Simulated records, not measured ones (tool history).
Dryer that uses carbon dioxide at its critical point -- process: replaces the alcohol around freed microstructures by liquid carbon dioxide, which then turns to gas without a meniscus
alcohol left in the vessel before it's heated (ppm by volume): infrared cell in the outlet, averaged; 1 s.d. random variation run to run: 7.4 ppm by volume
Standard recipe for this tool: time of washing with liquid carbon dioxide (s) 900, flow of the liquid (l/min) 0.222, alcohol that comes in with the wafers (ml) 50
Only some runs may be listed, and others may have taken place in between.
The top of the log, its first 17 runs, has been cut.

| run | hour | time of washing with liquid carbon dioxide (s) | flow of the liquid (l/min) | alcohol that comes in with the wafers (ml) | alcohol left in the vessel before it's heated (ppm by volume) |
|---|---|---|---|---|---|
| 18 | 131.9 | 900 | 0.265 | 50 | 269 |
| 19 | 140.8 | 900 | 0.222 | 65 | 832 |
| 20 | 146.7 | 1020 | 0.222 | 61 | 412 |
| 21 | 157.2 | 1200 | 0.185 | 61 | 452 |
| 22 | 161.6 | 900 | 0.267 | 39 | 206 |
| 23 | 169.5 | 660 | 0.181 | 98 | 9425 |
| 24 | 179 | 1260 | 0.138 | 25 | 609 |
| 25 | 186.2 | 960 | 0.349 | 115 | 90 |
| 26 | 196.2 | 960 | 0.349 | 115 | 81 |
| 27 | 203.9 | 960 | 0.161 | 115 | 4723 |
| 28 | 213.8 | 720 | 0.222 | 47 | 1689 |
| 29 | 220.2 | 720 | 0.222 | 47 | 1718 |
| 30 | 229 | 720 | 0.222 | 47 | 1800 |
| 31 | 238.1 | 720 | 0.222 | 47 | 1777 |
| 32 | 242.7 | 720 | 0.222 | 116 | 4329 |
| 33 | 252.3 | 900 | 0.143 | 50 | 3926 |
| 34 | 256.8 | 900 | 0.3 | 31 | 115 |
| 35 | 263.4 | 900 | 0.222 | 21 | 332 |
| 36 | 268.6 | 900 | 0.222 | 21 | 334 |
| 37 | 274.6 | 900 | 0.222 | 22 | 350 |
| 38 | 283.9 | 900 | 0.222 | 22 | 339 |

Predict each of these 5 candidate next runs independently; none follows another, all start after run 38:
| A | 288.3 | 1020 | 0.222 | 50 | ? |
| B | 288.3 | 960 | 0.152 | 55 | ? |
| C | 288.3 | 1260 | 0.274 | 37 | ? |
| D | 288.3 | 600 | 0.323 | 66 | ? |
| E | 288.3 | 600 | 0.222 | 107 | ? |

| run | alcohol left in the vessel before it's heated (ppm by volume) |
|---|---|
| A | 402 |
| B | 2928 |
| C | 46 |
| D | 1199 |
| E | 7656 |
With the hidden condition removed and each run's random variation left untouched, the same runs would have given:
| run | alcohol left in the vessel before it's heated (ppm by volume) |
|---|---|
| A | 170 |
| B | 1746 |
| C | 4 |
| D | 604 |
| E | 4825 |
